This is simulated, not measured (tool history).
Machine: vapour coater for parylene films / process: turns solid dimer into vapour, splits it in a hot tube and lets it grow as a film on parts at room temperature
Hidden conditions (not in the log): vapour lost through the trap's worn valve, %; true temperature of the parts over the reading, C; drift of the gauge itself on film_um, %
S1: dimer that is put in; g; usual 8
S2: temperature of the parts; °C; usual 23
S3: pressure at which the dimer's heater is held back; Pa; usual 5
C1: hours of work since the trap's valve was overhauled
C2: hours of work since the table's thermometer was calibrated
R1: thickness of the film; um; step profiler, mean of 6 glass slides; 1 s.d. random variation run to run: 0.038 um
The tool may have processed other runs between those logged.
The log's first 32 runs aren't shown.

run	hour	S1	S2	S3	C1	C2	R1
33	354.2	8	23	10.57	70	559	3.59
34	366.4	4	21	2.62	77	566	2.47
35	376.1	5	23	5.41	83	572	2.51
36	384.5	7	23	2.57	89	578	4.09
37	391.8	7	27	5.12	93	582	2.89
38	406.6	3	27	5.12	102	591	1.2
39	422.1	3	27	7.18	112	601	1.18
40	431.3	8	26	5	118	607	3.51
41	445.2	8	26	5	126	615	3.56
42	457.6	8	28	5	134	623	3.14
43	472.7	9	21	5	143	632	4.95

Predict each of these 5 candidate next runs independently; none follows another, all start after run 43:
A	484.9	8	29	5	151	640	?
B	484.9	11	21	5	151	640	?
C	484.9	9	35	2.2	151	640	?
D	484.9	4	22	5	151	640	?
E	484.9	8	23	5.21	151	640	?

run	R1
A	2.98
B	6.2
C	2.92
D	2.13
E	4.08
Without the tool's hidden state the same runs would have given:
run	R1
A	2.98
B	6.21
C	2.92
D	2.13
E	4.08

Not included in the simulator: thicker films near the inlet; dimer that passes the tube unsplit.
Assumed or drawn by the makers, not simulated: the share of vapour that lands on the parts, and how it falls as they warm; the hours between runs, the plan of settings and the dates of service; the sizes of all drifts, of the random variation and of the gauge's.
